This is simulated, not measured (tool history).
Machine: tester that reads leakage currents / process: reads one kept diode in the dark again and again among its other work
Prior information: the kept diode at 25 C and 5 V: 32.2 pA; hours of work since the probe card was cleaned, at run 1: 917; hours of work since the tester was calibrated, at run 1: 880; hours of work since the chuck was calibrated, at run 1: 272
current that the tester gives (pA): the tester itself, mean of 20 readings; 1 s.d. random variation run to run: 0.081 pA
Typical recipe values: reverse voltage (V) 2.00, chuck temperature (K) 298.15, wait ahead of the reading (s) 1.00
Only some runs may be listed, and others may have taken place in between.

run    hour  reverse voltage (V)  chuck temperature (K)  wait ahead of the reading (s)  hours of work since the probe card was cleaned  hours of work since the tester was calibrated  hours of work since the chuck was calibrated  current that the tester gives (pA)
  1     0.0                 2.00                 298.15                           1.00                                             917                                            880                                           272                               21.40
  2    24.6                 2.00                 299.15                           1.00                                             933                                            896                                           288                               23.51
  3    52.3                 2.00                 299.15                           1.00                                             951                                            914                                           306                               23.61
  4   101.0                 2.00                 299.15                           1.00                                             982                                            945                                           338                               23.41
  5   135.7                 2.00                 299.15                           1.00                                            1005                                            968                                           360                               23.60
  6   179.6                 2.00                 299.15                           1.00                                            1033                                            996                                           388                               23.55
  7   229.4                 2.00                 299.15                           1.00                                            1065                                           1028                                           420                               23.55
  8   254.8                 2.00                 299.15                           1.00                                            1081                                           1044                                           437                               23.45
  9   284.6                 4.02                 299.15                           1.00                                            1101                                           1064                                           456                               32.41
 10   312.9                 4.02                 299.15                           1.00                                            1119                                           1082                                           474                               32.40
 11   356.9                 4.02                 299.15                           1.00                                            1147                                           1110                                           503                               32.49
 12   377.1                 4.02                 299.15                           1.00                                            1160                                           1123                                           516                               32.64
 13   399.0                 4.02                 299.15                           1.00                                            1175                                           1137                                           530                               32.41
 14   431.1                 4.02                 299.15                           1.00                                            1195                                           1158                                           551                               32.57
 15   455.6                 2.00                 298.15                           1.99                                            1211                                           1174                                           566                               21.33
 16   493.3                 2.00                 298.15                           1.00                                            1235                                           1198                                           591                               21.50
 17   515.2                 2.00                 297.15                           1.00                                            1249                                           1212                                           605                               19.47
 18   547.3                 2.00                 297.15                           0.93                                            1270                                           1233                                           626                               19.42
 19   586.0                 2.00                 297.15                           0.93                                            1295                                           1258                                           651                               19.66
 20   619.2                 2.00                 298.15                           2.37                                            1317                                           1280                                           672                               21.36
 21   663.8                 3.48                 298.15                           3.02                                            1345                                           1308                                           701                               27.47
 22   683.8                 1.86                 302.15                           1.49                                            1358                                           1321                                           714                               29.76
 23   716.8                10.33                 298.15                           1.49                                            1380                                           1343                                           735                               45.71
 24   765.0                19.19                 312.15                           0.50                                            1411                                           1374                                           766                              213.00
 25   794.4                19.19                 323.15                           0.50                                            1430                                           1393                                           785                              516.29
 26   840.7                 2.00                 328.15                           2.57                                            1460                                           1422                                           815                              268.73
 27   876.5                19.23                 298.15                           0.94                                            1483                                           1446                                           838                               62.53
 28   909.7                 8.46                 305.15                           1.04                                            1504                                           1467                                           859                               78.24
 29   942.0                 2.36                 331.15                           0.30                                            1525                                           1488                                           880                              366.81
 30   969.5                 2.36                 331.15                           0.30                                            1543                                           1506                                           898                              367.30
 31  1005.8                 2.36                 331.15                           0.30                                            1566                                           1529                                           921                              364.89
 32  1031.2                 2.58                 298.15                           0.32                                            1582                                           1545                                           938                               24.78
 33  1076.0                 2.00                 303.15                           0.64                                            1611                                           1574                                           967                               34.14
 34  1124.3                 2.00                 303.15                           0.64                                            1643                                           1606                                           998                               34.06
 35  1160.9                 1.00                 296.15                           1.00                                            1666                                           1629                                          1022                               12.98
 36  1188.3                 2.00                 328.15                           9.63                                            1684                                           1647                                          1039                              271.20
 37  1225.5                 4.60                 294.15                           3.44                                            1708                                           1671                                          1063                               21.51
 38  1257.4                 1.69                 302.15                           0.33                                            1728                                           1691                                          1084                               28.88
 39  1289.3                 1.69                 302.15                           0.33                                            1749                                           1712                                          1104                               28.91
 40  1321.2                 6.72                 302.15                           1.73                                            1770                                           1733                                          1125                               53.82

Here are 4 independent what-if runs from the current tool condition. What would each one return?
  A  1357.4                 1.27                 298.15                           1.25                                            1793                                           1756                                          1148                                   ?
  B  1357.4                12.39                 302.15                           2.07                                            1793                                           1756                                          1148                                   ?
  C  1357.4                 2.09                 314.15                           1.98                                            1793                                           1756                                          1148                                   ?
  D  1357.4                 1.99                 302.15                           0.36                                            1793                                           1756                                          1148                                   ?

run  current that the tester gives (pA)
  A                               17.40
  B                               71.47
  C                               88.70
  D                               31.09
Take away the tool's hidden state, keep each run's random variation, and the runs would have read:
run  current that the tester gives (pA)
  A                               17.40
  B                               71.44
  C                               88.71
  D                               31.09

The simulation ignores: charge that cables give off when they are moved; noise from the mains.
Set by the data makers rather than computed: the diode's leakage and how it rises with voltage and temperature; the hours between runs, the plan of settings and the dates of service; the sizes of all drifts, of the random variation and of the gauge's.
